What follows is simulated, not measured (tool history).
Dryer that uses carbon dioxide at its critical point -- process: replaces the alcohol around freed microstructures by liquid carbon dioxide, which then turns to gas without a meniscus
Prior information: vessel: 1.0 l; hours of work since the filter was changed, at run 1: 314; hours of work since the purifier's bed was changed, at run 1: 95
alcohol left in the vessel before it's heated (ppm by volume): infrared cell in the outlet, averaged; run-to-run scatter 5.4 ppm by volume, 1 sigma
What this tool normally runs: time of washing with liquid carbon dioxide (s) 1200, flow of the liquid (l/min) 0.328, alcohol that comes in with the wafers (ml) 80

run,hour,time of washing with liquid carbon dioxide (s),flow of the liquid (l/min),alcohol that comes in with the wafers (ml),hours of work since the filter was changed,hours of work since the purifier's bed was changed,alcohol left in the vessel before it's heated (ppm by volume)
1,0,1200,0.328,80,314,95,246
2,46.8,1200,0.328,80,336,118,260
3,110.9,1200,0.328,42,367,149,154
# hour 118.1: inlet filter changed
4,157,1200,0.328,42,19,171,85
5,223,1200,0.248,42,51,203,349
6,264.3,1200,0.328,80,71,222,169
7,318.6,1200,0.328,80,97,249,179
8,347,1200,0.328,80,111,262,189
9,400.4,1200,0.328,80,136,288,195
10,444.3,1200,0.328,80,157,309,201
11,495.5,1200,0.328,80,182,334,203
12,562,1200,0.328,80,214,366,228
13,614.4,1200,0.328,80,240,391,239
14,651.5,1200,0.328,80,258,409,244
15,705.7,1200,0.328,80,284,436,257
16,739.6,1200,0.328,43,300,452,176
17,792.6,1200,0.328,43,326,478,172
18,826.7,1200,0.328,43,342,494,185
# hour 884.3: inlet filter changed
19,884.8,1200,0.328,43,0,521,135
20,918.2,1200,0.328,80,16,538,192
21,986,1200,0.328,80,49,570,205
22,1039.6,1200,0.218,80,75,596,1235
23,1082.9,1200,0.328,80,96,617,229
24,1137.4,960,0.425,80,122,643,205
25,1204.4,780,0.345,80,155,676,1213
26,1249.2,840,0.333,32,176,697,492
27,1288.6,840,0.333,32,195,716,505
28,1333.2,1620,0.266,46,217,738,139
29,1383.7,780,0.481,54,241,762,277
30,1417.2,720,0.487,82,257,779,521
31,1483.4,1260,0.487,26,289,810,92
32,1543.7,1260,0.487,26,318,840,104
33,1586.3,1200,0.328,39,339,860,209
# hour 1649: inlet filter changed
34,1649,840,0.328,74,0,890,948
35,1699.7,1200,0.446,80,24,914,112
36,1736.3,1620,0.351,115,42,932,114
37,1789.4,1800,0.392,32,68,958,98
38,1822.7,1080,0.366,98,84,974,299
# hour 1878.4: purifier's bed changed
39,1886.9,900,0.366,105,113,4,608
40,1940.5,780,0.309,94,139,30,2166
41,1972.6,780,0.309,94,155,45,2256
42,2038.9,1200,0.226,28,187,77,426
43,2087.6,1020,0.338,98,210,101,514
44,2150.5,1560,0.351,49,241,131,22
45,2211.8,1200,0.465,51,270,161,28
46,2274.1,1200,0.465,51,300,191,45

Difference, measured minus no-hidden-state, one row per run. Run-to-run variation is common to both terms; the gauge's own scatter need not be:
Hidden state present: flow that reaches the vessel past the clogged filter, %; alcohol in the recycled carbon dioxide, ppm; drift of the gauge itself on alcohol_ppm, %.
run,alcohol left in the vessel before it's heated (ppm by volume)
1,+114
2,+125
3,+82
4,+20
5,+44
6,+41
7,+49
8,+56
9,+64
10,+75
11,+83
12,+98
13,+110
14,+115
15,+130
16,+97
17,+104
18,+107
19,+55
20,+60
21,+73
22,+171
23,+92
24,+94
25,+271
26,+157
27,+169
28,+96
29,+143
30,+226
31,+85
32,+87
33,+143
34,+129
35,+96
36,+98
37,+98
38,+135
39,+123
40,+381
41,+432
42,+108
43,+172
44,+20
45,+24
46,+28
